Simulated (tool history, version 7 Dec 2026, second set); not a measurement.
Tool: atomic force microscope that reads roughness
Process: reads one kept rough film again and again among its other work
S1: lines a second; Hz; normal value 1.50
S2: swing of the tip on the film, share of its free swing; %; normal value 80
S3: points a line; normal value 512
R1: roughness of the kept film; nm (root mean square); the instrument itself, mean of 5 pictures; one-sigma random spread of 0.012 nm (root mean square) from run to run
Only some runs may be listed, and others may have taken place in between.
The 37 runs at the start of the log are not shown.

run 38 day=51.371 | S1=0.99 S2=80 S3=469 | R1=2.483
run 39 day=53.138 | S1=2.16 S2=80 S3=512 | R1=2.146
-- day=54.200 new tip fitted
run 40 day=54.496 | S1=2.16 S2=80 S3=512 | R1=2.695
run 41 day=55.396 | S1=2.40 S2=80 S3=365 | R1=2.530
run 42 day=57.258 | S1=2.40 S2=80 S3=365 | R1=2.278
run 43 day=58.846 | S1=2.40 S2=57 S3=367 | R1=2.365
run 44 day=60.396 | S1=3.33 S2=82 S3=506 | R1=1.902
-- day=60.679 new tip fitted
run 45 day=61.433 | S1=3.33 S2=82 S3=506 | R1=2.430
run 46 day=62.500 | S1=1.54 S2=89 S3=390 | R1=2.464
run 47 day=63.292 | S1=2.48 S2=89 S3=390 | R1=2.220
run 48 day=64.800 | S1=1.53 S2=61 S3=366 | R1=2.472
run 49 day=66.471 | S1=1.53 S2=61 S3=366 | R1=2.295
-- day=67.258 new tip fitted
run 50 day=68.042 | S1=1.50 S2=56 S3=827 | R1=2.845
run 51 day=69.479 | S1=2.19 S2=61 S3=270 | R1=2.494
run 52 day=70.988 | S1=2.19 S2=61 S3=270 | R1=2.336

Consider 3 possible next runs. They are alternatives, not a sequence: every one starts from the tool as it was left by run 52. What does each give?
run A day=72.571 | S1=0.64 S2=70 S3=349 | R1=?
run B day=72.571 | S1=1.50 S2=86 S3=383 | R1=?
run C day=72.571 | S1=3.07 S2=73 S3=372 | R1=?

run=A R1=2.250
run=B R1=2.071
run=C R1=2.044
With no hidden state in the tool, these same runs would have given:
run=A R1=3.037
run=B R1=2.793
run=C R1=2.756
